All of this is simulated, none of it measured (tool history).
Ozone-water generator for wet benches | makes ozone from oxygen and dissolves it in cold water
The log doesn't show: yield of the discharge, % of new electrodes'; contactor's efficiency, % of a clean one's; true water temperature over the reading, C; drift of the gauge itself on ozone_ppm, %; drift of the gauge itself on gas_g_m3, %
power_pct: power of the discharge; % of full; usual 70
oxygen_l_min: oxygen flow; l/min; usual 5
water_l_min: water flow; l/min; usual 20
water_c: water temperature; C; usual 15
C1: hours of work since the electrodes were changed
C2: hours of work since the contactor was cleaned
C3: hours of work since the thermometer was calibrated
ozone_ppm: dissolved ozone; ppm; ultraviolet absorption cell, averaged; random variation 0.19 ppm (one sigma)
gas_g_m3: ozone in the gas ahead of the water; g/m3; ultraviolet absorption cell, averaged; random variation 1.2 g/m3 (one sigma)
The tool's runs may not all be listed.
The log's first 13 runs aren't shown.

-- hour=915.8 contactor cleaned
run 14 hour=999.5 | power_pct=70 oxygen_l_min=5 water_l_min=20 water_c=15 | C1=2867 C2=69 C3=1277 | ozone_ppm=24.9 gas_g_m3=203.2
run 15 hour=1111.6 | power_pct=70 oxygen_l_min=4.69 water_l_min=20 water_c=15 | C1=2959 C2=160 C3=1369 | ozone_ppm=25 gas_g_m3=211
run 16 hour=1185.8 | power_pct=70 oxygen_l_min=4.69 water_l_min=20 water_c=15 | C1=3020 C2=221 C3=1429 | ozone_ppm=24.6 gas_g_m3=209.8
run 17 hour=1262.5 | power_pct=70 oxygen_l_min=4.69 water_l_min=20 water_c=15 | C1=3083 C2=284 C3=1492 | ozone_ppm=24.6 gas_g_m3=210.2
run 18 hour=1350.3 | power_pct=70 oxygen_l_min=4.69 water_l_min=20 water_c=15 | C1=3155 C2=356 C3=1564 | ozone_ppm=24.8 gas_g_m3=208
-- hour=1418.8 contactor cleaned, once more
run 19 hour=1466.1 | power_pct=59 oxygen_l_min=5 water_l_min=12 water_c=15 | C1=3246 C2=39 C3=1656 | ozone_ppm=31.7 gas_g_m3=185.8
run 20 hour=1541.5 | power_pct=96 oxygen_l_min=4.85 water_l_min=15 water_c=12 | C1=3308 C2=100 C3=1717 | ozone_ppm=36.1 gas_g_m3=235.3
run 21 hour=1648.9 | power_pct=46 oxygen_l_min=4.85 water_l_min=21 water_c=9 | C1=3396 C2=188 C3=1805 | ozone_ppm=21.2 gas_g_m3=169.1
run 22 hour=1761.2 | power_pct=46 oxygen_l_min=4.88 water_l_min=25 water_c=9 | C1=3488 C2=280 C3=1897 | ozone_ppm=18.4 gas_g_m3=167.1
run 23 hour=1830.6 | power_pct=46 oxygen_l_min=4.88 water_l_min=25 water_c=9 | C1=3545 C2=337 C3=1954 | ozone_ppm=18.3 gas_g_m3=166.9
run 24 hour=1904.3 | power_pct=46 oxygen_l_min=4.88 water_l_min=25 water_c=9 | C1=3605 C2=398 C3=2015 | ozone_ppm=18.5 gas_g_m3=166.6
run 25 hour=1950.1 | power_pct=46 oxygen_l_min=4.88 water_l_min=25 water_c=9 | C1=3643 C2=435 C3=2052 | ozone_ppm=18.1 gas_g_m3=166.5
run 26 hour=2031.3 | power_pct=63 oxygen_l_min=5.65 water_l_min=12 water_c=16 | C1=3709 C2=502 C3=2119 | ozone_ppm=30.4 gas_g_m3=174.3
run 27 hour=2127.9 | power_pct=75 oxygen_l_min=5.35 water_l_min=20 water_c=15 | C1=3788 C2=581 C3=2198 | ozone_ppm=25 gas_g_m3=193.9
run 28 hour=2184.2 | power_pct=75 oxygen_l_min=5.35 water_l_min=20 water_c=15 | C1=3834 C2=627 C3=2244 | ozone_ppm=25 gas_g_m3=194.4
run 29 hour=2271.1 | power_pct=60 oxygen_l_min=5.4 water_l_min=24 water_c=12 | C1=3905 C2=698 C3=2315 | ozone_ppm=20.7 gas_g_m3=176.5
run 30 hour=2319.5 | power_pct=62 oxygen_l_min=4.2 water_l_min=15 water_c=21 | C1=3945 C2=738 C3=2355 | ozone_ppm=25.7 gas_g_m3=208
run 31 hour=2396.7 | power_pct=70 oxygen_l_min=5 water_l_min=20 water_c=15 | C1=4008 C2=801 C3=2418 | ozone_ppm=24.2 gas_g_m3=197.5
run 32 hour=2469.6 | power_pct=70 oxygen_l_min=5.27 water_l_min=15 water_c=16 | C1=4068 C2=861 C3=2478 | ozone_ppm=28.8 gas_g_m3=187.9

3 ways to go on from here, each from the tool as it stands after run 32. What would each give?
run A hour=2567.4 | power_pct=43 oxygen_l_min=5 water_l_min=16 water_c=15 | C1=4148 C2=941 C3=2558 | ozone_ppm=? gas_g_m3=?
run B hour=2567.4 | power_pct=44 oxygen_l_min=5.27 water_l_min=15 water_c=16 | C1=4148 C2=941 C3=2558 | ozone_ppm=? gas_g_m3=?
run C hour=2567.4 | power_pct=56 oxygen_l_min=5.27 water_l_min=21 water_c=8 | C1=4148 C2=941 C3=2558 | ozone_ppm=? gas_g_m3=?

run=A ozone_ppm=22.2 gas_g_m3=156.9
run=B ozone_ppm=23.2 gas_g_m3=154
run=C ozone_ppm=23.3 gas_g_m3=169.7
Without the tool's hidden state the same runs would have given:
run=A ozone_ppm=24.4 gas_g_m3=170.6
run=B ozone_ppm=25.5 gas_g_m3=167.6
run=C ozone_ppm=25.9 gas_g_m3=187
